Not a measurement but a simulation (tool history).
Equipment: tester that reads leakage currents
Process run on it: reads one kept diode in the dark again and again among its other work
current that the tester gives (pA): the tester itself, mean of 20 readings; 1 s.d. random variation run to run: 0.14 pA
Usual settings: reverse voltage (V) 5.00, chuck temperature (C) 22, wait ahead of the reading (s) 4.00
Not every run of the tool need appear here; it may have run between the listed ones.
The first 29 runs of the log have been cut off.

| run | hour | reverse voltage (V) | chuck temperature (C) | wait ahead of the reading (s) | hours of work since the probe card was cleaned | hours of work since the tester was calibrated | hours of work since the chuck was calibrated | current that the tester gives (pA) |
|---|---|---|---|---|---|---|---|---|
| 30 | 1765.3 | 9.24 | 22 | 2.15 | 263 | 1308 | 951 | 68.47 |
| 31 | 1848.2 | 9.24 | 22 | 2.15 | 308 | 1352 | 996 | 69.55 |
| 32 | 1913.9 | 1.84 | 54 | 4.00 | 343 | 1387 | 1031 | 278.09 |
| 33 | 1964.0 | 5.13 | 29 | 2.16 | 370 | 1414 | 1058 | 84.60 |
| 34 | 2027.6 | 5.00 | 22 | 0.94 | 404 | 1448 | 1092 | 49.61 |
| 35 | 2066.4 | 13.44 | 30 | 0.94 | 425 | 1469 | 1113 | 161.89 |
| 36 | 2111.6 | 18.17 | 30 | 1.62 | 449 | 1493 | 1137 | 192.57 |
| 37 | 2182.1 | 18.17 | 30 | 1.62 | 487 | 1531 | 1175 | 193.35 |
| 38 | 2238.7 | 18.17 | 30 | 1.62 | 517 | 1562 | 1205 | 195.54 |
| 39 | 2294.2 | 18.17 | 30 | 1.62 | 547 | 1591 | 1235 | 194.41 |

Forecast each of these 3 alternatives for the next run:
| A | 2355.0 | 5.00 | 22 | 4.00 | 580 | 1624 | 1268 | ? |
| B | 2355.0 | 2.04 | 34 | 0.55 | 580 | 1624 | 1268 | ? |
| C | 2355.0 | 5.00 | 23 | 0.49 | 580 | 1624 | 1268 | ? |

| run | current that the tester gives (pA) |
|---|---|
| A | 50.77 |
| B | 74.49 |
| C | 55.20 |
Stripped of hidden state, with their random variation kept, the same runs would have yielded:
| run | current that the tester gives (pA) |
|---|---|
| A | 44.64 |
| B | 68.88 |
| C | 48.89 |
